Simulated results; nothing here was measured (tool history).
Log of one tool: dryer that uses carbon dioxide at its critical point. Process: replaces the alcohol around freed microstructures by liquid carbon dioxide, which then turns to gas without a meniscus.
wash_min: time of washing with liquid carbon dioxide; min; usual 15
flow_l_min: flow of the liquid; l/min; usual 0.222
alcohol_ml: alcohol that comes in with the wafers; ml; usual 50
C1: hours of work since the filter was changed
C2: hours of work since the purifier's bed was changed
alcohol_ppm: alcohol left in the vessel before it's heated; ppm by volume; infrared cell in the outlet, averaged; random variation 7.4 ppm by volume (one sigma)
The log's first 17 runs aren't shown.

Run 18, hour 131.9: usual settings but flow_l_min 0.265 l/min; C1 324; C2 269. Result: alcohol_ppm 269 ppm by volume.
Run 19, hour 140.8: usual settings but alcohol_ml 65 ml; C1 330; C2 274. Result: alcohol_ppm 832 ppm by volume.
Run 20, hour 146.7: usual settings but wash_min 17 min, alcohol_ml 61 ml; C1 334; C2 278. Result: alcohol_ppm 412 ppm by volume.
Run 21, hour 157.2: usual settings but wash_min 20 min, flow_l_min 0.185 l/min, alcohol_ml 61 ml; C1 341; C2 285. Result: alcohol_ppm 452 ppm by volume.
Run 22, hour 161.6: usual settings but flow_l_min 0.267 l/min, alcohol_ml 39 ml; C1 344; C2 288. Result: alcohol_ppm 206 ppm by volume.
Run 23, hour 169.5: usual settings but wash_min 11 min, flow_l_min 0.181 l/min, alcohol_ml 98 ml; C1 349; C2 293. Result: alcohol_ppm 9425 ppm by volume.
Run 24, hour 179.0: usual settings but wash_min 21 min, flow_l_min 0.138 l/min, alcohol_ml 25 ml; C1 355; C2 300. Result: alcohol_ppm 609 ppm by volume.
Run 25, hour 186.2: usual settings but wash_min 16 min, flow_l_min 0.349 l/min, alcohol_ml 115 ml; C1 360; C2 304. Result: alcohol_ppm 90 ppm by volume.
Run 26, hour 196.2: usual settings but wash_min 16 min, flow_l_min 0.349 l/min, alcohol_ml 115 ml; C1 367; C2 311. Result: alcohol_ppm 81 ppm by volume.
Run 27, hour 203.9: usual settings but wash_min 16 min, flow_l_min 0.161 l/min, alcohol_ml 115 ml; C1 372; C2 316. Result: alcohol_ppm 4723 ppm by volume.
Run 28, hour 213.8: usual settings but wash_min 12 min, alcohol_ml 47 ml; C1 378; C2 322. Result: alcohol_ppm 1689 ppm by volume.
Run 29, hour 220.2: usual settings but wash_min 12 min, alcohol_ml 47 ml; C1 382; C2 327. Result: alcohol_ppm 1718 ppm by volume.
Run 30, hour 229.0: usual settings but wash_min 12 min, alcohol_ml 47 ml; C1 388; C2 332. Result: alcohol_ppm 1800 ppm by volume.
Run 31, hour 238.1: usual settings but wash_min 12 min, alcohol_ml 47 ml; C1 394; C2 338. Result: alcohol_ppm 1777 ppm by volume.
Run 32, hour 242.7: usual settings but wash_min 12 min, alcohol_ml 116 ml; C1 397; C2 341. Result: alcohol_ppm 4329 ppm by volume.

The next listed run, before its measurement:
Run 33, hour 252.3: usual settings but flow_l_min 0.143 l/min; C1 403; C2 348. Result: alcohol_ppm ?.

{"run 33": {"alcohol_ppm": 3926}}
Without the tool's hidden state the same run would have given alcohol_ppm 2557 ppm by volume.

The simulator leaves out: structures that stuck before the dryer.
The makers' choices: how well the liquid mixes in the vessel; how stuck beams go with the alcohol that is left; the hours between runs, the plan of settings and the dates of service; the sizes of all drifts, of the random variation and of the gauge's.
